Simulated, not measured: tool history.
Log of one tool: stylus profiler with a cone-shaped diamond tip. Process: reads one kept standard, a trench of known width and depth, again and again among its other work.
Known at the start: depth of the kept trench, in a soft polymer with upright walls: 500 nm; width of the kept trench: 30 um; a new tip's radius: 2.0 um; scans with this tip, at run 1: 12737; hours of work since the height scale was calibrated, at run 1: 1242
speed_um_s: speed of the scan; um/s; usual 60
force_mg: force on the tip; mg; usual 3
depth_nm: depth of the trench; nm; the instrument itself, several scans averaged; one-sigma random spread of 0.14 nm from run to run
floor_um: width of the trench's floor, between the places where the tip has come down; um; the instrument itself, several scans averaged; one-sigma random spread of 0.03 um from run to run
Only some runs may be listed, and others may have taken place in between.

| run | day | speed_um_s | force_mg | scans with this tip | hours of work since the height scale was calibrated | depth_nm | floor_um |
|---|---|---|---|---|---|---|---|
| 1 | 0 | 60 | 3 | 12737 | 1242 | 509.2 | 26.5 |
| 2 | 2.646 | 60 | 3 | 13076 | 1275 | 509.16 | 26.48 |
| 3 | 3.796 | 60 | 3 | 13224 | 1289 | 508.94 | 26.47 |
| 4 | 6.258 | 170 | 3 | 13539 | 1320 | 509.2 | 26.08 |
| 5 | 7.621 | 170 | 2.19 | 13714 | 1337 | 507.86 | 26.02 |
| 6 | 8.8 | 60 | 3 | 13866 | 1352 | 509.16 | 26.41 |
| 7 | 10.879 | 60 | 3 | 14132 | 1378 | 509.33 | 26.44 |
| 8 | 13.025 | 63 | 3 | 14407 | 1404 | 509.41 | 26.41 |
| 9 | 14.904 | 63 | 7.33 | 14648 | 1428 | 515.46 | 26.44 |
| 10 | 16.192 | 63 | 7.33 | 14813 | 1444 | 515.4 | 26.55 |
| 11 | 17.979 | 63 | 7.33 | 15042 | 1466 | 515.46 | 26.5 |
| 12 | 19.517 | 63 | 7.33 | 15240 | 1486 | 515.3 | 26.45 |
| 13 | 21.796 | 63 | 5.28 | 15531 | 1514 | 512.89 | 26.39 |
| 14 | 23.138 | 60 | 3 | 15703 | 1531 | 509.59 | 26.32 |
| 15 | 25.679 | 69 | 3 | 16030 | 1563 | 509.5 | 26.25 |
| 16 | 27.962 | 69 | 3 | 16322 | 1591 | 509.63 | 26.29 |
| 17 | 29.7 | 69 | 3 | 16545 | 1613 | 509.71 | 26.24 |
| 18 | 31.512 | 60 | 6 | 16777 | 1635 | 513.91 | 26.34 |
| 19 | 34.083 | 60 | 6 | 17107 | 1668 | 513.99 | 26.41 |
| 20 | 35.712 | 60 | 3 | 17316 | 1688 | 509.73 | 26.29 |
| 21 | 37.325 | 60 | 3 | 17523 | 1708 | 509.77 | 26.28 |
| 22 | 38.679 | 60 | 3 | 17696 | 1725 | 509.9 | 26.29 |
| 23 | 41.292 | 60 | 3 | 18031 | 1758 | 510.04 | 26.25 |
|  | 41.942 | new tip fitted, height scale calibrated |
| 24 | 43.292 | 158 | 3 | 174 | 17 | 507.24 | 26.82 |
| 25 | 45.721 | 84 | 3 | 485 | 47 | 507.51 | 27.07 |
| 26 | 47.492 | 84 | 3 | 712 | 69 | 507.39 | 27.06 |
| 27 | 48.871 | 15 | 2.28 | 889 | 87 | 506.49 | 27.25 |
| 28 | 50.133 | 15 | 2.28 | 1051 | 102 | 506.42 | 27.24 |
| 29 | 51.262 | 15 | 2.28 | 1196 | 117 | 506.38 | 27.25 |
| 30 | 53.796 | 92 | 2.98 | 1520 | 148 | 507.42 | 26.97 |
| 31 | 55.958 | 92 | 2.98 | 1798 | 175 | 507.94 | 26.98 |
| 32 | 57.208 | 37 | 1.85 | 1958 | 191 | 505.45 | 27.15 |
| 33 | 59.179 | 63 | 1.43 | 2210 | 215 | 504.77 | 26.91 |
| 34 | 60.9 | 48 | 6.34 | 2431 | 237 | 512.55 | 27.12 |
| 35 | 62.233 | 119 | 1.1 | 2602 | 254 | 504.11 | 26.53 |
| 36 | 64.712 | 119 | 1.1 | 2920 | 285 | 504.32 | 26.49 |
| 37 | 66.188 | 119 | 1.1 | 3109 | 303 | 504.27 | 26.47 |
| 38 | 67.729 | 119 | 1.1 | 3306 | 322 | 504.15 | 26.49 |
| 39 | 70.225 | 119 | 1.1 | 3627 | 353 | 504.55 | 26.46 |
| 40 | 71.542 | 16 | 3.19 | 3795 | 370 | 508.26 | 27.09 |
| 41 | 72.738 | 112 | 7.35 | 3949 | 385 | 513.96 | 26.89 |
| 42 | 74.854 | 60 | 4.26 | 4220 | 411 | 509.65 | 26.93 |
| 43 | 76.421 | 22 | 5.47 | 4421 | 431 | 511.5 | 27.04 |
| 44 | 78.629 | 72 | 2.54 | 4704 | 458 | 506.99 | 26.81 |
| 45 | 79.867 | 109 | 4.51 | 4863 | 474 | 510.45 | 26.79 |
| 46 | 82.029 | 39 | 1.09 | 5140 | 501 | 504.49 | 26.87 |
| 47 | 83.712 | 133 | 1.53 | 5356 | 522 | 505.46 | 26.4 |

How would selected steps in depth_nm from run to run divide? Give the signed amount a tool lacking its hidden state would still show from settings, what came in and random variation, and the signed amount left for the hidden state, including any gauge scatter that is not in both of the compared results.
Hidden state present: radius of the tip, um; height scale over the true one, %; drift of the gauge itself on depth_nm, %; drift of the gauge itself on floor_um, %.
Run 8 -> 9: force_mg 3 -> 7.33. depth_nm +6.05 nm: hidden state +0.06, all else +5.99.
Run 18 -> 19: no setting touched and nothing written in the log between the runs. depth_nm +0.08 nm: hidden state +0.05, all else +0.03.
Run 23 -> 24: speed_um_s 60 -> 158, new tip fitted, height scale calibrated. depth_nm -2.8 nm: hidden state -2.37, all else -0.43.
Run 33 -> 34: speed_um_s 63 -> 48, force_mg 1.43 -> 6.34. depth_nm +7.78 nm: hidden state +0.03, all else +7.75.
Run 34 -> 35: speed_um_s 48 -> 119, force_mg 6.34 -> 1.1. depth_nm -8.44 nm: hidden state +0.01, all else -8.45.
